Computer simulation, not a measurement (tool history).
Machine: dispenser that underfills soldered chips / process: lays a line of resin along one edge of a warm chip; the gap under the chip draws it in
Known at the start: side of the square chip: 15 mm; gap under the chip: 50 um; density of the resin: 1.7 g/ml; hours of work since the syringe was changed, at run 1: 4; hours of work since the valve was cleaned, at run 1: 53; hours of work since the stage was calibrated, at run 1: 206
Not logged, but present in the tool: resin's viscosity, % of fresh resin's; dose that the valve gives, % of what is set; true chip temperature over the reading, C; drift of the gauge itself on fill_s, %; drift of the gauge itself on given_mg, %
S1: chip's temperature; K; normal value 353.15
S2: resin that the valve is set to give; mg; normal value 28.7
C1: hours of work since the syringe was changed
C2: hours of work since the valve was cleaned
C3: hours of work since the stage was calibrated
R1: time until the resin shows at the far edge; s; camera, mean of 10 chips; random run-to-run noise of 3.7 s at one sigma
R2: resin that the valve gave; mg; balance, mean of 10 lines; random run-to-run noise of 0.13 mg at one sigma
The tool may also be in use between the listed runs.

run    day      S1    S2  C1  C2   C3     R1     R2
  1  0.000  353.15  28.7   4  53  206  495.4  28.24
  2  0.225  348.15  28.7   7  56  209  711.7  27.98
     0.379  -- new syringe of resin
  3  0.546  353.15  27.2   2  61  214  449.5  26.75
  4  0.896  353.15  27.2   7  66  219  619.3  26.55
     1.050  -- new syringe of resin
  5  1.121  353.15  28.7   1  69  222  410.6  28.25
     1.338  -- dispensing valve cleaned and set on the balance
  6  1.438  353.15  28.6   5   1  226  525.0  28.77
  7  1.721  353.15  28.6   9   5  230  674.5  28.61
     1.754  -- new syringe of resin
  8  2.017  364.15  28.9   4  10  234  354.2  28.50
  9  2.371  341.15  26.7   9  15  239  954.5  26.68
     2.412  -- new syringe of resin
 10  2.562  357.15  27.8   2  17  241  395.2  27.66
 11  2.842  357.15  27.8   6  21  245  505.7  27.62
 12  3.033  357.15  27.8   9  24  248  599.7  27.46

What if the next run were any one of these 5? Each begins from the tool's condition after run 12:
     3.092  -- new syringe of resin
  A  3.262  343.15  28.7   2  27  251   ?   ?
     3.092  -- new syringe of resin
  B  3.262  348.15  31.1   2  27  251   ?   ?
     3.092  -- new syringe of resin
  C  3.262  357.15  35.1   2  27  251   ?   ?
     3.092  -- new syringe of resin
  D  3.262  364.15  34.9   2  27  251   ?   ?
     3.092  -- new syringe of resin
  E  3.262  358.15  28.7   2  27  251   ?   ?

run     R1     R2
  A  604.5  28.48
  B  512.3  30.61
  C  392.8  34.56
  D  325.9  34.51
  E  393.0  28.41
With no hidden state in the tool, these same runs would have given:
run     R1     R2
  A  493.0  28.81
  B  418.7  30.96
  C  322.1  34.96
  D  267.7  34.91
  E  321.9  28.74

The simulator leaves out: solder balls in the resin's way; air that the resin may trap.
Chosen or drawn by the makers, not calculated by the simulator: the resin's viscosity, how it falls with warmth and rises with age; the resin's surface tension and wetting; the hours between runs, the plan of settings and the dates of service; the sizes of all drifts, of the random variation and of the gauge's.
